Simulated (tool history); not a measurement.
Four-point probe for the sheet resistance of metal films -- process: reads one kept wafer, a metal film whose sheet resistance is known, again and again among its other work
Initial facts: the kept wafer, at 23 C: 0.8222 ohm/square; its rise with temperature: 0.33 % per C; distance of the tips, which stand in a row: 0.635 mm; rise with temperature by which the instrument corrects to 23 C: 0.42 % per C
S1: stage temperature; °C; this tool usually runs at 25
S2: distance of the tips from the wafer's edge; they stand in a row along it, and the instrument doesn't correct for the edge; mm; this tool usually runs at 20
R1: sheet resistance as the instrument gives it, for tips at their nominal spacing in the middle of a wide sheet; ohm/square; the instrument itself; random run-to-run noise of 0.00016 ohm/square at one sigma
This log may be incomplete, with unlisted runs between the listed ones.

run    hour  S1  S2        R1
  1     0.0  25  20  0.820497
  2    29.3  25  20  0.820644
  3    63.6  25  20  0.820526
  4    93.7  25  20  0.820302
  5   139.4  25  20  0.820183
  6   172.4  29  20  0.817622
  7   199.4  22  20  0.821904
  8   235.9  25  20  0.820206
  9   265.6  25  69  0.819480
 10   305.8  25  69  0.819632
 11   352.2  25  69  0.819526
 12   373.4  25  20  0.819548
 13   417.5  25  20  0.819553
 14   444.0  25  20  0.819579
 15   488.5  25  20  0.819304
 16   535.7  25  20  0.819481
 17   583.2  25  20  0.819275
 18   622.1  25  20  0.819157
 19   642.3  25  20  0.819095
 20   675.9  20  20  0.822541
 21   721.2  26  73  0.818027
 22   740.7  23  29  0.819930
 23   776.4  30  20  0.815651
 24   800.7  21   6  0.826377
 25   829.3  25   4  0.829541
 26   853.4  25   4  0.829197
 27   873.4  34  20  0.813038
 28   906.2  22   6  0.825173
 29   945.7  25   7  0.821745
 30   982.8  25   7  0.821823
 31  1021.5  25   7  0.821717
 32  1052.6  30   4  0.825483
 33  1089.8  34   4  0.822933
 34  1115.2  27  70  0.816383
 35  1142.4  27  70  0.816651
 36  1181.3  22  30  0.820122
 37  1214.1  32  21  0.813368
 38  1238.7  25  53  0.817459
 39  1284.4  24   4  0.829200

Measured result minus the same run's result without the hidden state. Both carry the same run-to-run variation, though not necessarily the same gauge scatter:
The hidden state here: inner tips' distance over the nominal, %; tips' flats over new ones', %; wafer's true temperature over the reading, C; drift of the gauge itself on sheet_ohm, %.
run         R1
  1  -0.000772
  2  -0.000837
  3  -0.000912
  4  -0.000976
  5  -0.001071
  6  -0.001131
  7  -0.001203
  8  -0.001268
  9  -0.001326
 10  -0.001404
 11  -0.001494
 12  -0.001537
 13  -0.001628
 14  -0.001687
 15  -0.001783
 16  -0.001879
 17  -0.001974
 18  -0.002051
 19  -0.002096
 20  -0.002182
 21  -0.002250
 22  -0.002302
 23  -0.002353
 24  -0.002452
 25  -0.002513
 26  -0.002559
 27  -0.002527
 28  -0.002663
 29  -0.002727
 30  -0.002807
 31  -0.002886
 32  -0.002952
 33  -0.003011
 34  -0.003059
 35  -0.003115
 36  -0.003224
 37  -0.003242
 38  -0.003325
 39  -0.003464
